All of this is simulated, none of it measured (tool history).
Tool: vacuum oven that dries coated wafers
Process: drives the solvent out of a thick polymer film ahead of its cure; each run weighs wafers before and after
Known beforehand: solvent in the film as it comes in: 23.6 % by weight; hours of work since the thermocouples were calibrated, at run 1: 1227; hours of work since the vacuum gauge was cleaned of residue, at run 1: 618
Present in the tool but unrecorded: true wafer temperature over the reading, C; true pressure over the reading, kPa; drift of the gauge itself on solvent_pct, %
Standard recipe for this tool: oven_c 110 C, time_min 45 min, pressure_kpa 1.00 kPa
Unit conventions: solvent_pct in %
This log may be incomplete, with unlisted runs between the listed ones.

| run | hour | oven_c | time_min | pressure_kpa | hours of work since the thermocouples were calibrated | hours of work since the vacuum gauge was cleaned of residue | solvent_pct |
|---|---|---|---|---|---|---|---|
| 1 | 0.0 | 110 | 45 | 1.00 | 1227 | 618 | 2.81 |
| 2 | 17.1 | 110 | 45 | 1.00 | 1238 | 629 | 2.85 |
| 3 | 31.2 | 110 | 45 | 1.00 | 1247 | 638 | 2.81 |
| 4 | 55.5 | 110 | 45 | 1.00 | 1262 | 653 | 2.80 |
| 5 | 79.4 | 110 | 45 | 1.00 | 1277 | 668 | 2.88 |
| 6 | 94.8 | 110 | 45 | 1.00 | 1286 | 677 | 2.86 |
| 7 | 110.0 | 110 | 45 | 1.00 | 1296 | 686 | 2.87 |
| 8 | 124.9 | 110 | 45 | 1.00 | 1305 | 696 | 2.84 |
| 9 | 137.0 | 113 | 45 | 1.00 | 1312 | 703 | 2.16 |
| 10 | 152.3 | 113 | 45 | 1.00 | 1322 | 713 | 2.06 |
|  | 155.6 | oven's thermocouples calibrated |
| 11 | 166.1 | 116 | 45 | 1.00 | 7 | 720 | 1.42 |
| 12 | 177.3 | 116 | 45 | 1.00 | 13 | 727 | 1.39 |
| 13 | 189.2 | 101 | 34 | 0.72 | 21 | 734 | 7.46 |
|  | 197.1 | oven's thermocouples calibrated, once more |
| 14 | 210.9 | 110 | 73 | 1.82 | 9 | 747 | 1.68 |
| 15 | 225.1 | 107 | 45 | 0.76 | 17 | 755 | 3.99 |
| 16 | 244.0 | 119 | 59 | 2.40 | 29 | 767 | 1.20 |

Alternative continuations, all from the tool just after run 16; predict every row:
| A | 261.5 | 124 | 75 | 2.40 | 40 | 778 | ? |
| B | 261.5 | 114 | 31 | 2.40 | 40 | 778 | ? |
| C | 261.5 | 118 | 68 | 2.17 | 40 | 778 | ? |
| D | 261.5 | 103 | 59 | 2.40 | 40 | 778 | ? |

| run | solvent_pct |
|---|---|
| A | 0.70 |
| B | 4.46 |
| C | 1.03 |
| D | 4.55 |
With no hidden state in the tool, these same runs would have given:
| run | solvent_pct |
|---|---|
| A | 0.67 |
| B | 4.40 |
| C | 0.99 |
| D | 4.47 |

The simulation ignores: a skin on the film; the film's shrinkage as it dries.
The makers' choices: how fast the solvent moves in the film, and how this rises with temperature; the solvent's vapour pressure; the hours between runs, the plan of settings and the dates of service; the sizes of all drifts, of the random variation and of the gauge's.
